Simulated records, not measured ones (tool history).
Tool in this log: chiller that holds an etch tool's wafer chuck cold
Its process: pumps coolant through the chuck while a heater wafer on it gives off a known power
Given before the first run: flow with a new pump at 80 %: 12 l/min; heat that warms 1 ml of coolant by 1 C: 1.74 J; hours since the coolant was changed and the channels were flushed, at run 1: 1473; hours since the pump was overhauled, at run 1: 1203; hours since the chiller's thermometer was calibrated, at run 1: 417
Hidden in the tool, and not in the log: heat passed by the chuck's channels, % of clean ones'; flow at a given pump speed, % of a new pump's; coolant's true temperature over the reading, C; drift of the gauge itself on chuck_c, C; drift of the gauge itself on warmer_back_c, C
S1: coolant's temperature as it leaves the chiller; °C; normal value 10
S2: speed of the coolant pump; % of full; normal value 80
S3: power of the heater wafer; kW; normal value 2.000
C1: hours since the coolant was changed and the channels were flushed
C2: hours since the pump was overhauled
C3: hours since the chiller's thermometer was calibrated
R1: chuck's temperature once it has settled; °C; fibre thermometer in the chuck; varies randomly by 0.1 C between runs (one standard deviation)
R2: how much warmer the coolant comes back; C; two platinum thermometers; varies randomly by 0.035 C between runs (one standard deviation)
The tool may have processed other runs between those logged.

Run 1, hour 0.0: usual settings; C1 1473; C2 1203; C3 417. Result: R1 23.4 °C, R2 5.99 C.
Run 2, hour 46.3: usual settings but S1 16 °C; C1 1519; C2 1249; C3 463. Result: R1 29.3 °C, R2 5.96 C.
Run 3, hour 103.1: usual settings but S3 1.202 kW; C1 1576; C2 1306; C3 520. Result: R1 17.9 °C, R2 3.57 C.
Run 4, hour 159.8: usual settings but S3 1.202 kW; C1 1633; C2 1363; C3 576. Result: R1 18.1 °C, R2 3.62 C.
Run 5, hour 226.3: usual settings but S3 1.202 kW; C1 1699; C2 1429; C3 643. Result: R1 18.0 °C, R2 3.60 C.
Run 6, hour 254.1: usual settings but S3 1.202 kW; C1 1727; C2 1457; C3 671. Result: R1 18.1 °C, R2 3.63 C.
Run 7, hour 319.2: usual settings but S2 69 % of full, S3 1.202 kW; C1 1792; C2 1522; C3 736. Result: R1 18.9 °C, R2 4.22 C.
Run 8, hour 351.2: usual settings but S2 69 % of full, S3 1.202 kW; C1 1824; C2 1554; C3 768. Result: R1 19.0 °C, R2 4.26 C.
Run 9, hour 397.4: usual settings but S2 69 % of full, S3 1.202 kW; C1 1871; C2 1600; C3 814. Result: R1 19.1 °C, R2 4.25 C.
Run 10, hour 460.8: usual settings but S2 69 % of full, S3 2.943 kW; C1 1934; C2 1664; C3 877. Result: R1 31.9 °C, R2 10.44 C.
Run 11, hour 523.2: usual settings but S2 69 % of full, S3 2.943 kW; C1 1996; C2 1726; C3 940. Result: R1 32.0 °C, R2 10.36 C.
Run 12, hour 559.0: usual settings but S2 69 % of full, S3 2.943 kW; C1 2032; C2 1762; C3 976. Result: R1 32.2 °C, R2 10.45 C.
Run 13, hour 608.3: usual settings; C1 2081; C2 1811; C3 1025. Result: R1 23.5 °C, R2 6.01 C.
Run 14, hour 639.6: usual settings; C1 2113; C2 1842; C3 1056. Result: R1 23.5 °C, R2 6.08 C.
Run 15, hour 679.8: usual settings but S2 77 % of full; C1 2153; C2 1883; C3 1096. Result: R1 24.1 °C, R2 6.38 C.
Run 16, hour 726.4: usual settings but S2 77 % of full; C1 2200; C2 1929; C3 1143. Result: R1 24.1 °C, R2 6.36 C.
Run 17, hour 754.2: usual settings but S1 19 °C, S3 1.652 kW; C1 2227; C2 1957; C3 1171. Result: R1 30.4 °C, R2 5.01 C.
Run 18, hour 793.8: usual settings but S1 14 °C, S2 78 % of full, S3 1.400 kW; C1 2267; C2 1997; C3 1210. Result: R1 23.9 °C, R2 4.37 C.
Run 19, hour 836.2: usual settings but S3 1.654 kW; C1 2309; C2 2039; C3 1253. Result: R1 21.4 °C, R2 5.05 C.
Run 20, hour 863.6: usual settings but S1 20 °C, S3 1.610 kW; C1 2337; C2 2066; C3 1280. Result: R1 31.1 °C, R2 4.92 C.
Run 21, hour 901.6: usual settings but S1 14 °C, S3 2.339 kW; C1 2375; C2 2104; C3 1318. Result: R1 30.2 °C, R2 7.08 C.
Run 22, hour 939.1: usual settings but S1 7 °C, S2 72 % of full, S3 1.134 kW; C1 2412; C2 2142; C3 1356. Result: R1 15.4 °C, R2 3.82 C.
Run 23, hour 984.5: usual settings but S1 7 °C, S2 72 % of full, S3 1.134 kW; C1 2458; C2 2187; C3 1401. Result: R1 15.4 °C, R2 3.94 C.
Run 24, hour 1016.0: usual settings but S1 7 °C, S2 87 % of full, S3 1.641 kW; C1 2489; C2 2219; C3 1432. Result: R1 17.8 °C, R2 4.62 C.
Run 25, hour 1082.7: usual settings but S1 17 °C, S2 97 % of full, S3 1.471 kW; C1 2556; C2 2285; C3 1499. Result: R1 26.0 °C, R2 3.69 C.
Run 26, hour 1124.8: usual settings but S1 5 °C, S3 2.607 kW; C1 2598; C2 2328; C3 1541. Result: R1 23.0 °C, R2 8.10 C.
Run 27, hour 1187.5: usual settings but S1 5 °C, S3 2.748 kW; C1 2661; C2 2390; C3 1604. Result: R1 24.0 °C, R2 8.58 C.

Run 28, settings as shown, results not yet in. Your forecast:
Run 28, hour 1220.2: usual settings but S1 2 °C, S2 65 % of full, S3 2.618 kW; C1 2693; C2 2423; C3 1637. Result: R1 ?, R2 ?.

R1: 23.3 °C
R2: 10.14 C
On a tool with no hidden condition, and with the same random variation, this run would have come out at R1 21.3 °C, R2 9.45 C.
